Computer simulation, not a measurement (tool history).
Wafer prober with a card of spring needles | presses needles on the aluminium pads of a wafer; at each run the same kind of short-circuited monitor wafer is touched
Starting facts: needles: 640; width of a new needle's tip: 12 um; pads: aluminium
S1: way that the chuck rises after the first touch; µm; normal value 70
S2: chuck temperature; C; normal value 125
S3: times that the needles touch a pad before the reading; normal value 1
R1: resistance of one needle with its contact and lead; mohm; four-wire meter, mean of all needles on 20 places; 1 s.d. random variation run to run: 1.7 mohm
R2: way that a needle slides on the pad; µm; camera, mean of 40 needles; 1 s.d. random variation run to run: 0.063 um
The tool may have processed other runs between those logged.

{"run": 1, "day": 0.0, "S1": 70, "S2": 125, "S3": 1, "R1": 178, "R2": 19.48}
{"run": 2, "day": 0.367, "S1": 70, "S2": 125, "S3": 1, "R1": 175, "R2": 19.52}
{"run": 3, "day": 0.717, "S1": 70, "S2": 125, "S3": 1, "R1": 175, "R2": 19.46}
{"run": 4, "day": 0.954, "S1": 70, "S2": 125, "S3": 1, "R1": 177, "R2": 19.45}
{"run": 5, "day": 1.192, "S1": 70, "S2": 125, "S3": 1, "R1": 178, "R2": 19.44}
{"run": 6, "day": 1.521, "S1": 62, "S2": 125, "S3": 1, "R1": 180, "R2": 17.13}
{"run": 7, "day": 1.775, "S1": 62, "S2": 115, "S3": 1, "R1": 177, "R2": 17.16}
{"run": 8, "day": 1.996, "S1": 62, "S2": 77, "S3": 1, "R1": 173, "R2": 17.21}
{"run": 9, "day": 2.333, "S1": 62, "S2": 77, "S3": 1, "R1": 171, "R2": 17.08}
{"run": 10, "day": 2.65, "S1": 70, "S2": 125, "S3": 2, "R1": 177, "R2": 19.36}
{"run": 11, "day": 3.012, "S1": 74, "S2": 125, "S3": 2, "R1": 177, "R2": 20.55}
{"run": 12, "day": 3.242, "S1": 74, "S2": 65, "S3": 2, "R1": 166, "R2": 20.3}
{"run": 13, "day": 3.642, "S1": 70, "S2": 80, "S3": 1, "R1": 169, "R2": 19.39}
{"run": 14, "day": 4.038, "S1": 70, "S2": 80, "S3": 3, "R1": 167, "R2": 19.29}
{"run": 15, "day": 4.275, "S1": 70, "S2": 80, "S3": 3, "R1": 166, "R2": 19.26}
{"run": 16, "day": 4.525, "S1": 70, "S2": 80, "S3": 3, "R1": 169, "R2": 19.25}
{"run": 17, "day": 4.912, "S1": 61, "S2": 125, "S3": 1, "R1": 180, "R2": 16.73}
{"run": 18, "day": 5.304, "S1": 61, "S2": 125, "S3": 1, "R1": 181, "R2": 16.78}
{"run": 19, "day": 5.646, "S1": 56, "S2": 33, "S3": 2, "R1": 164, "R2": 15.31}
{"run": 20, "day": 5.812, "S1": 70, "S2": 80, "S3": 1, "R1": 170, "R2": 19.25}
{"run": 21, "day": 6.112, "S1": 83, "S2": 100, "S3": 1, "R1": 168, "R2": 22.76}
{"run": 22, "day": 6.4, "S1": 61, "S2": 125, "S3": 1, "R1": 182, "R2": 16.68}
{"run": 23, "day": 6.717, "S1": 61, "S2": 125, "S3": 3, "R1": 176, "R2": 16.67}
{"run": 24, "day": 7.025, "S1": 82, "S2": 73, "S3": 1, "R1": 170, "R2": 22.47}
{"run": 25, "day": 7.271, "S1": 82, "S2": 73, "S3": 1, "R1": 164, "R2": 22.28}
{"run": 26, "day": 7.646, "S1": 82, "S2": 73, "S3": 1, "R1": 165, "R2": 22.45}
{"run": 27, "day": 7.954, "S1": 82, "S2": 73, "S3": 2, "R1": 164, "R2": 22.47}
{"run": 28, "day": 8.129, "S1": 56, "S2": 89, "S3": 3, "R1": 175, "R2": 15.26}
{"run": 29, "day": 8.388, "S1": 51, "S2": 65, "S3": 1, "R1": 168, "R2": 14.21}
{"run": 30, "day": 8.779, "S1": 51, "S2": 65, "S3": 1, "R1": 173, "R2": 14.2}
{"run": 31, "day": 9.096, "S1": 51, "S2": 94, "S3": 2, "R1": 178, "R2": 14.16}
{"run": 32, "day": 9.442, "S1": 51, "S2": 94, "S3": 2, "R1": 178, "R2": 14.16}
{"run": 33, "day": 9.758, "S1": 51, "S2": 94, "S3": 2, "R1": 175, "R2": 14.14}

Not shown here: 28 entries made in the log between runs. Locate each between two listed runs and compare the hidden state at the listed run before it with the hidden state at the listed run after it:
Runs 1 to 2: tips cleaned on abrasive film (day 0.233)
  drift of the gauge itself on scrub_um, %: 0 -> -0.1
  measured result minus the result with no hidden state, R2: +0.00 -> -0.02 µm
Runs 2 to 3: tips cleaned on abrasive film (day 0.579)
  way that the needles fall short of the set height, um: 0 -> 0.01; drift of the gauge itself on scrub_um, %: -0.1 -> -0.19
  measured result minus the result with no hidden state, R2: -0.02 -> -0.03 µm
Runs 3 to 4: tips cleaned on abrasive film (day 0.942)
  debris on the tips, nm: 0.3 -> 0.1; drift of the gauge itself on scrub_um, %: -0.19 -> -0.25
  measured result minus the result with no hidden state, R2: -0.03 -> -0.05 µm
Runs 5 to 6: tips cleaned on abrasive film (day 1.321)
  drift of the gauge itself on scrub_um, %: -0.32 -> -0.4
  measured result minus the result with no hidden state, R2: -0.06 -> -0.07 µm
Runs 6 to 7: tips cleaned on abrasive film (day 1.683)
  debris on the tips, nm: 0.4 -> 0.2; drift of the gauge itself on scrub_um, %: -0.4 -> -0.47
  measured result minus the result with no hidden state, R2: -0.07 -> -0.08 µm
Runs 8 to 9: tips cleaned on abrasive film (day 2.038)
  drift of the gauge itself on scrub_um, %: -0.53 -> -0.62
  measured result minus the result with no hidden state, R2: -0.09 -> -0.11 µm
Runs 9 to 10: tips cleaned on abrasive film (day 2.404)
  debris on the tips, nm: 0.5 -> 0.4; drift of the gauge itself on scrub_um, %: -0.62 -> -0.7
  measured result minus the result with no hidden state, R2: -0.11 -> -0.14 µm
Runs 10 to 11: tips cleaned on abrasive film (day 2.767)
  drift of the gauge itself on scrub_um, %: -0.7 -> -0.8
  measured result minus the result with no hidden state, R2: -0.14 -> -0.17 µm
Runs 11 to 12: tips cleaned on abrasive film (day 3.117)
  debris on the tips, nm: 0.4 -> 0.3; drift of the gauge itself on scrub_um, %: -0.8 -> -0.86
  measured result minus the result with no hidden state, R2: -0.17 -> -0.18 µm
Runs 12 to 13: tips cleaned on abrasive film (day 3.488)
  drift of the gauge itself on scrub_um, %: -0.86 -> -0.96
  measured result minus the result with no hidden state, R2: -0.18 -> -0.19 µm
Runs 13 to 14: tips cleaned on abrasive film (day 3.846)
  debris on the tips, nm: 0.3 -> 0.4; drift of the gauge itself on scrub_um, %: -0.96 -> -1.07
  measured result minus the result with no hidden state, R2: -0.19 -> -0.21 µm
Runs 14 to 15: tips cleaned on abrasive film (day 4.208)
  debris on the tips, nm: 0.4 -> 0.2; drift of the gauge itself on scrub_um, %: -1.07 -> -1.13
  measured result minus the result with no hidden state, R2: -0.21 -> -0.22 µm
Runs 16 to 17: tips cleaned on abrasive film (day 4.562); tips cleaned on abrasive film (day 4.912)
  debris on the tips, nm: 0.5 -> 0; drift of the gauge itself on scrub_um, %: -1.2 -> -1.3
  measured result minus the result with no hidden state, R2: -0.24 -> -0.23 µm
Runs 17 to 18: tips cleaned on abrasive film (day 5.258)
  debris on the tips, nm: 0 -> 0.1; drift of the gauge itself on scrub_um, %: -1.3 -> -1.4
  measured result minus the result with no hidden state, R2: -0.23 -> -0.24 µm
Runs 18 to 19: tips cleaned on abrasive film (day 5.617)
  drift of the gauge itself on scrub_um, %: -1.4 -> -1.49
  measured result minus the result with no hidden state, R2: -0.24 -> -0.24 µm
Runs 20 to 21: tips cleaned on abrasive film (day 5.975)
  debris on the tips, nm: 0.4 -> 0.3; drift of the gauge itself on scrub_um, %: -1.54 -> -1.62
  measured result minus the result with no hidden state, R2: -0.30 -> -0.38 µm
Runs 21 to 22: tips cleaned on abrasive film (day 6.321)
  debris on the tips, nm: 0.3 -> 0.2; drift of the gauge itself on scrub_um, %: -1.62 -> -1.69
  measured result minus the result with no hidden state, R2: -0.38 -> -0.29 µm
Runs 22 to 23: tips cleaned on abrasive film (day 6.688)
  debris on the tips, nm: 0.2 -> 0.1; drift of the gauge itself on scrub_um, %: -1.69 -> -1.78
  measured result minus the result with no hidden state, R2: -0.29 -> -0.31 µm
Runs 24 to 25: tips cleaned on abrasive film (day 7.062)
  debris on the tips, nm: 0.5 -> 0.4; drift of the gauge itself on scrub_um, %: -1.86 -> -1.92
  measured result minus the result with no hidden state, R2: -0.42 -> -0.44 µm
Runs 25 to 26: tips cleaned on abrasive film (day 7.412)
  drift of the gauge itself on scrub_um, %: -1.92 -> -2.02
  measured result minus the result with no hidden state, R2: -0.44 -> -0.46 µm
Runs 26 to 27: tips cleaned on abrasive film (day 7.771)
  drift of the gauge itself on scrub_um, %: -2.02 -> -2.1
  measured result minus the result with no hidden state, R2: -0.46 -> -0.48 µm
Runs 27 to 28: tips cleaned on abrasive film (day 8.125)
  debris on the tips, nm: 0.4 -> 0.1; drift of the gauge itself on scrub_um, %: -2.1 -> -2.15
  measured result minus the result with no hidden state, R2: -0.48 -> -0.34 µm
Runs 28 to 29: gauge calibrated (day 8.371)
  debris on the tips, nm: 0.1 -> 0.4; drift of the gauge itself on scrub_um, %: -2.15 -> 0
  measured result minus the result with no hidden state, R2: -0.34 -> +0.00 µm
Runs 29 to 30: tips cleaned on abrasive film (day 8.488)
  debris on the tips, nm: 0.4 -> 0.5; drift of the gauge itself on scrub_um, %: 0 -> -0.11
  measured result minus the result with no hidden state, R2: +0.00 -> -0.02 µm
Runs 30 to 31: tips cleaned on abrasive film (day 8.846)
  debris on the tips, nm: 0.5 -> 0.4; drift of the gauge itself on scrub_um, %: -0.11 -> -0.19
  measured result minus the result with no hidden state, R2: -0.02 -> -0.03 µm
Runs 31 to 32: tips cleaned on abrasive film (day 9.221)
  drift of the gauge itself on scrub_um, %: -0.19 -> -0.28
  measured result minus the result with no hidden state, R2: -0.03 -> -0.04 µm
Runs 32 to 33: tips cleaned on abrasive film (day 9.592)
  debris on the tips, nm: 0.4 -> 0.3; drift of the gauge itself on scrub_um, %: -0.28 -> -0.37
  measured result minus the result with no hidden state, R2: -0.04 -> -0.05 µm
